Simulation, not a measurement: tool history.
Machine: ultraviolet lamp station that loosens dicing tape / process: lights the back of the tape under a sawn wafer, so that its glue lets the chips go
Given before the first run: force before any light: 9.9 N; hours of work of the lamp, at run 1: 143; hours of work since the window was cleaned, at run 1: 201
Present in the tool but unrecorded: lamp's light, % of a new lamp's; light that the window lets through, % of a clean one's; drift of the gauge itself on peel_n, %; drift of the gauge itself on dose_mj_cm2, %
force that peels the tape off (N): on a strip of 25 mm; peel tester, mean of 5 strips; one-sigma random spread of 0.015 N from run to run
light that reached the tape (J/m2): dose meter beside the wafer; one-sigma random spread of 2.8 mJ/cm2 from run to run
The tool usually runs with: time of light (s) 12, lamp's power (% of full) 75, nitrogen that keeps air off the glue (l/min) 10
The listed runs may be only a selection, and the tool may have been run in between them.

run    hour  time of light (s)  lamp's power (% of full)  nitrogen that keeps air off the glue (l/min)  hours of work of the lamp  hours of work since the window was cleaned  force that peels the tape off (N)  light that reached the tape (J/m2)
  1     0.0                 12                        75                                            10                        143                                         201                              0.956                                3550
  2    29.8                 12                        75                                            10                        155                                         214                              0.957                                3490
  3    69.5                 23                        75                                            10                        172                                         231                              0.215                                6510
  4    93.4                 23                        75                                            10                        182                                         241                              0.224                                6480
  5   137.1                 23                        75                                            10                        201                                         259                              0.206                                6400
  6   180.9                 23                        75                                            10                        219                                         278                              0.244                                6350
  7   210.8                 12                        75                                            10                        232                                         290                              1.086                                3280
  8   236.1                 12                        75                                            10                        242                                         301                              1.155                                3220
  9   261.4                 12                        75                                            10                        253                                         312                              1.148                                3190
 10   300.5                 12                        75                                            10                        270                                         328                              1.178                                3120
 11   339.2                 20                        75                                            10                        286                                         345                              0.368                                5200
 12   360.5                 20                        75                                            10                        295                                         354                              0.373                                5120
 13   391.0                 12                        75                                            10                        308                                         366                              1.240                                3040
      418.4  -- window cleaned of glue's vapour
 14   429.7                 12                        75                                            10                        324                                           5                              1.540                                2700
 15   453.5                 11                        75                                            10                        334                                          15                              1.863                                2440
 16   489.1                 12                        75                                             3                        349                                          30                              3.330                                2610
 17   509.1                 12                        60                                             3                        358                                          38                              3.991                                2090
 18   539.5                 12                        75                                            10                        371                                          51                              1.745                                2580
 19   562.1                 12                        75                                            10                        380                                          61                              1.824                                2540
 20   605.6                  8                        75                                            10                        398                                          79                              3.153                                1670
 21   634.7                  8                        75                                            10                        411                                          91                              3.165                                1640
 22   659.5                 12                        61                                            13                        421                                         102                              2.226                                2000
 23   684.3                 12                        61                                            13                        432                                         112                              2.285                                1980
      702.7  -- window cleaned of glue's vapour, once more
 24   724.2                 23                        61                                             8                        448                                           9                              0.399                                5440
 25   761.5                 23                        61                                             8                        464                                          25                              0.434                                5350
 26   798.6                 11                        96                                            10                        480                                          41                              0.734                                4030
 27   839.5                 24                        73                                            10                        497                                          58                              0.225                                6560
 28   867.2                 24                        73                                            10                        509                                          70                              0.228                                6400
 29   894.9                  9                        85                                            10                        521                                          81                              1.518                                2760
 30   932.5                  9                        85                                            10                        536                                          97                              1.529                                2770
 31   963.8                 12                        92                                            11                        550                                         110                              0.663                                3940
 32  1006.2                 12                        63                                            16                        568                                         128                              1.207                                2660
 33  1040.6                 12                        92                                            10                        582                                         143                              0.761                                3850
 34  1072.5                 13                        97                                            16                        596                                         156                              0.375                                4360
 35  1112.2                 13                        97                                            16                        612                                         173                              0.413                                4320
 36  1157.0                 13                        97                                            16                        631                                         192                              0.419                                4250
 37  1199.4                 14                        63                                             9                        649                                         210                              1.458                                2950
 38  1223.1                 14                        70                                             9                        659                                         220                              1.290                                3270
 39  1263.6                 13                        70                                             6                        676                                         237                              1.916                                2950
 40  1291.7                 10                        80                                             5                        688                                         249                              2.684                                2540
 41  1330.4                 10                        80                                             5                        705                                         265                              2.628                                2490
 42  1375.9                 10                        80                                             5                        724                                         285                              2.808                                2470

Alternative continuations, all from the tool just after run 42; predict every row:
  A  1410.6                  8                        84                                            19                        739                                         299                                  ?                                   ?
  B  1410.6                 21                        78                                             6                        739                                         299                                  ?                                   ?
  C  1410.6                 10                        87                                             5                        739                                         299                                  ?                                   ?

run  force that peels the tape off (N)  light that reached the tape (J/m2)
  A                              1.767                                2040
  B                              0.673                                5040
  C                              2.518                                2650
With no hidden state in the tool, these same runs would have given:
run  force that peels the tape off (N)  light that reached the tape (J/m2)
  A                              0.870                                2940
  B                              0.274                                7250
  C                              1.401                                3820
